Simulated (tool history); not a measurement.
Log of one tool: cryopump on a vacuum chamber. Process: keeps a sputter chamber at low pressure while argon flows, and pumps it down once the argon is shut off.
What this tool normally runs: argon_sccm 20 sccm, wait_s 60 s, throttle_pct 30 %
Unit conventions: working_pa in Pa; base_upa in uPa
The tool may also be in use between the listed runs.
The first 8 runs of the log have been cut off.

run   hour  argon_sccm  wait_s  throttle_pct  hours of work since the pump was warmed up and emptied  hours of work since the cold head was overhauled  hours of work since the chamber's fittings were tightened  working_pa  base_upa
  9  124.9          20      60            34                                                     502                                               502                                                       2801      0.0768      2.98
 10  137.8          18      60            30                                                     510                                               510                                                       2808      0.0784      2.97
 11  154.3          21      60            30                                                     520                                               520                                                       2819      0.0903      3.01
 12  166.8          20      60            42                                                     528                                               528                                                       2826      0.0648      2.91
 13  184.6          20      57            30                                                     539                                               539                                                       2837      0.0866      3.03
 14  198.5          20      60            30                                                     547                                               547                                                       2846      0.0856      3.06
 15    212          20      60            54                                                     556                                               556                                                       2854      0.0517      3.03
 16    223          20     298            54                                                     562                                               562                                                       2861      0.0515      1.76
 17  237.7          20      60            30                                                     571                                               571                                                       2870      0.0868      3.11
 18  248.9          11      60            26                                                     578                                               578                                                       2877      0.0551      3.08
 19    265          11      60            26                                                     588                                               588                                                       2886      0.0548      3.01
 20  283.7          11      60            26                                                     600                                               600                                                       2898      0.0556      3.04
 21  300.9          21     249            29                                                     610                                               610                                                       2908      0.0948      1.87
 22  319.3          22     171            58                                                     621                                               621                                                       2920      0.0534      2.03
 23  334.7          22     171            58                                                     631                                               631                                                       2929      0.0555      2.03
 24  344.2          26     171            18                                                     637                                               637                                                       2935       0.185      2.06
 25  356.9          20      60            21                                                     644                                               644                                                       2943      0.1231      3.12

Expected results for the next run?
 26  373.6          27      22            30                                                     655                                               655                                                       2953           ?         ?

{"run 26": {"working_pa": 0.1183, "base_upa": 5.9}}
The same run, on a tool lacking any hidden state, would have yielded working_pa 0.1077 Pa, base_upa 4.58 uPa.

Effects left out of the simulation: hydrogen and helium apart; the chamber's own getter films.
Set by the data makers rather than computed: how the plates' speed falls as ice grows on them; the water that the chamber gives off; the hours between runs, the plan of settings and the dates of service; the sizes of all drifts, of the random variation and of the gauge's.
